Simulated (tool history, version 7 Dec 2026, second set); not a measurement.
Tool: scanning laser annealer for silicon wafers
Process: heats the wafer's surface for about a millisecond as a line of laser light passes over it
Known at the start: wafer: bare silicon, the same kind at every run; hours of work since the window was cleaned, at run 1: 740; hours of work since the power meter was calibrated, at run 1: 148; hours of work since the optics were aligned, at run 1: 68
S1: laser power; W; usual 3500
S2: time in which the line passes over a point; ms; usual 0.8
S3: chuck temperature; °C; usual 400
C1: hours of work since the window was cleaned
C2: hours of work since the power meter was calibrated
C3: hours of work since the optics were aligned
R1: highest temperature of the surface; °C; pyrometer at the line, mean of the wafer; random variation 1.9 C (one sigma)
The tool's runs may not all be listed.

| run | day | S1 | S2 | S3 | C1 | C2 | C3 | R1 |
|---|---|---|---|---|---|---|---|---|
| 1 | 0 | 3500 | 0.8 | 400 | 740 | 148 | 68 | 1199 |
| 2 | 0.188 | 3500 | 0.8 | 400 | 743 | 151 | 70 | 1196 |
| 3 | 0.512 | 3500 | 0.8 | 400 | 747 | 155 | 75 | 1199 |
| 4 | 0.788 | 3147 | 0.8 | 400 | 750 | 158 | 78 | 1103 |
| 5 | 1.238 | 3147 | 0.8 | 400 | 756 | 164 | 84 | 1105 |
| 6 | 1.6 | 3147 | 0.8 | 400 | 761 | 169 | 89 | 1101 |
| 7 | 1.817 | 3147 | 0.8 | 400 | 764 | 172 | 91 | 1105 |
| 8 | 2.175 | 3147 | 0.8 | 400 | 768 | 176 | 96 | 1097 |
| 9 | 2.454 | 3147 | 0.8 | 400 | 772 | 180 | 100 | 1102 |
| 10 | 2.7 | 3147 | 0.8 | 400 | 775 | 183 | 103 | 1102 |
| 11 | 3.146 | 3147 | 0.572 | 400 | 781 | 189 | 108 | 996 |
| 12 | 3.579 | 3147 | 0.572 | 400 | 786 | 194 | 114 | 999 |
| 13 | 3.942 | 3147 | 0.572 | 400 | 791 | 199 | 119 | 999 |
| 14 | 4.338 | 3147 | 0.572 | 400 | 796 | 204 | 124 | 998 |
| 15 | 4.612 | 3500 | 0.8 | 400 | 800 | 208 | 127 | 1195 |
| 16 | 4.804 | 3499 | 0.8 | 400 | 802 | 210 | 130 | 1201 |
| 17 | 5.042 | 3656 | 0.79 | 420 | 805 | 213 | 133 | 1254 |
| 18 | 5.367 | 3528 | 0.967 | 423 | 809 | 217 | 137 | 1299 |
|  | 5.688 | window over the wafer cleaned |
| 19 | 5.912 | 3577 | 0.8 | 371 | 3 | 223 | 143 | 1213 |
|  | 6.154 | optics aligned, line set to its width |
| 20 | 6.467 | 3505 | 0.903 | 400 | 7 | 228 | 4 | 1271 |
| 21 | 6.875 | 3361 | 0.936 | 384 | 13 | 233 | 9 | 1223 |
| 22 | 7.112 | 3380 | 0.819 | 405 | 16 | 236 | 12 | 1199 |
|  | 7.488 | optics aligned, line set to its width, once more |
| 23 | 7.521 | 3380 | 0.819 | 405 | 18 | 239 | 0 | 1200 |
| 24 | 7.779 | 3681 | 0.646 | 386 | 22 | 242 | 4 | 1171 |
| 25 | 8.217 | 3228 | 0.872 | 370 | 27 | 248 | 9 | 1147 |
| 26 | 8.667 | 3371 | 0.635 | 390 | 33 | 253 | 15 | 1094 |
| 27 | 8.858 | 3546 | 0.997 | 438 | 35 | 256 | 18 | 1360 |
| 28 | 9.317 | 3669 | 0.983 | 361 | 41 | 262 | 24 | 1315 |
| 29 | 9.529 | 3669 | 0.945 | 407 | 44 | 264 | 26 | 1346 |
| 30 | 9.958 | 3669 | 0.945 | 407 | 50 | 270 | 32 | 1344 |

5 ways to go on from here, each from the tool as it stands after run 30. What would each give?
| A | 10.408 | 3669 | 0.675 | 382 | 55 | 276 | 38 | ? |
| B | 10.408 | 3324 | 0.8 | 400 | 55 | 276 | 38 | ? |
| C | 10.408 | 3794 | 0.603 | 422 | 55 | 276 | 38 | ? |
| D | 10.408 | 3200 | 0.742 | 400 | 55 | 276 | 38 | ? |
| E | 10.408 | 3301 | 0.89 | 413 | 55 | 276 | 38 | ? |

| run | R1 |
|---|---|
| A | 1181 |
| B | 1172 |
| C | 1207 |
| D | 1109 |
| E | 1214 |
Without the tool's hidden state the same runs would have given:
| run | R1 |
|---|---|
| A | 1187 |
| B | 1177 |
| C | 1212 |
| D | 1113 |
| E | 1220 |

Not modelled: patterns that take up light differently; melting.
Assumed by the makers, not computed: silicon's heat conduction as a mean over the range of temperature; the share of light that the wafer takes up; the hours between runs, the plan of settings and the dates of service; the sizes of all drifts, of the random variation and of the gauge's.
